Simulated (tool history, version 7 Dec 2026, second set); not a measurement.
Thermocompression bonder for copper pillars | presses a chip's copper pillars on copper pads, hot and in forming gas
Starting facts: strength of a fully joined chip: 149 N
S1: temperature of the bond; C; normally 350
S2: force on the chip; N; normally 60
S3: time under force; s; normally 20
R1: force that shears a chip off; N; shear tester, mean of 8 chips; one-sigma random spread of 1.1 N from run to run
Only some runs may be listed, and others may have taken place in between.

| run | hour | S1 | S2 | S3 | R1 |
|---|---|---|---|---|---|
| 1 | 0.0 | 350 | 60 | 20 | 95.8 |
| 2 | 38.5 | 350 | 60 | 20 | 95.6 |
| 3 | 57.1 | 350 | 60 | 20 | 95.2 |
| 4 | 84.1 | 350 | 60 | 20 | 94.7 |
| 5 | 111.7 | 350 | 39 | 20 | 63.7 |
| 6 | 141.6 | 350 | 39 | 20 | 65.0 |
| 7 | 159.6 | 350 | 39 | 20 | 63.9 |
| 8 | 195.6 | 350 | 60 | 23 | 97.2 |
| 9 | 229.3 | 350 | 60 | 31 | 102.8 |
| 10 | 267.0 | 350 | 60 | 31 | 102.5 |
| 11 | 289.8 | 350 | 60 | 20 | 94.1 |
| 12 | 322.1 | 348 | 60 | 20 | 89.4 |
| 13 | 351.9 | 348 | 60 | 20 | 90.5 |
| 14 | 376.8 | 348 | 60 | 20 | 91.0 |
| 15 | 403.1 | 348 | 60 | 20 | 91.0 |
| 16 | 427.8 | 348 | 65 | 20 | 103.7 |
| 17 | 468.0 | 350 | 60 | 20 | 97.5 |
| 18 | 500.9 | 350 | 60 | 20 | 96.2 |
| 19 | 522.3 | 350 | 60 | 20 | 95.6 |
| 20 | 556.1 | 370 | 90 | 22 | 135.3 |
| 21 | 588.4 | 352 | 90 | 13 | 116.4 |
| 22 | 607.3 | 352 | 90 | 13 | 112.1 |
| 23 | 635.9 | 360 | 54 | 25 | 101.7 |
| 24 | 678.1 | 344 | 60 | 20 | 90.0 |
| 25 | 718.9 | 370 | 74 | 26 | 126.1 |
| 26 | 744.3 | 370 | 74 | 26 | 125.1 |
| 27 | 776.2 | 370 | 36 | 60 | 98.4 |
| 28 | 815.1 | 345 | 80 | 20 | 110.6 |
| 29 | 836.2 | 338 | 60 | 20 | 83.6 |
| 30 | 865.5 | 341 | 82 | 33 | 120.9 |
| 31 | 900.6 | 353 | 50 | 15 | 74.0 |
| 32 | 927.0 | 353 | 50 | 15 | 74.0 |
| 33 | 965.5 | 353 | 38 | 43 | 81.6 |
| 34 | 990.2 | 322 | 38 | 43 | 59.8 |
| 35 | 1020.7 | 322 | 38 | 43 | 60.9 |
| 36 | 1044.6 | 354 | 41 | 14 | 63.6 |
| 37 | 1075.1 | 375 | 41 | 16 | 78.5 |

Not shown: 2 entries that the log had between the listed runs. Between which runs, and how does the tool's hidden state differ before and after?
Logged between run 15 and run 16: forming gas filter changed (hour 418.5)
  oxide that the forming gas leaves, % of the face: 7.45 -> 0.68
  difference, measured minus the result without the unlogged condition, R1: -5.4 -> +1.2 N
Logged between run 35 and run 36: forming gas filter changed (hour 1034.1)
  true temperature of the bond over the reading, C: 7 -> 7.1; force that reaches the chip, % of what is set: 95.3 -> 95.2; oxide that the forming gas leaves, % of the face: 7.41 -> 0.95
  difference, measured minus the result without the unlogged condition, R1: -2.9 -> +0.9 N
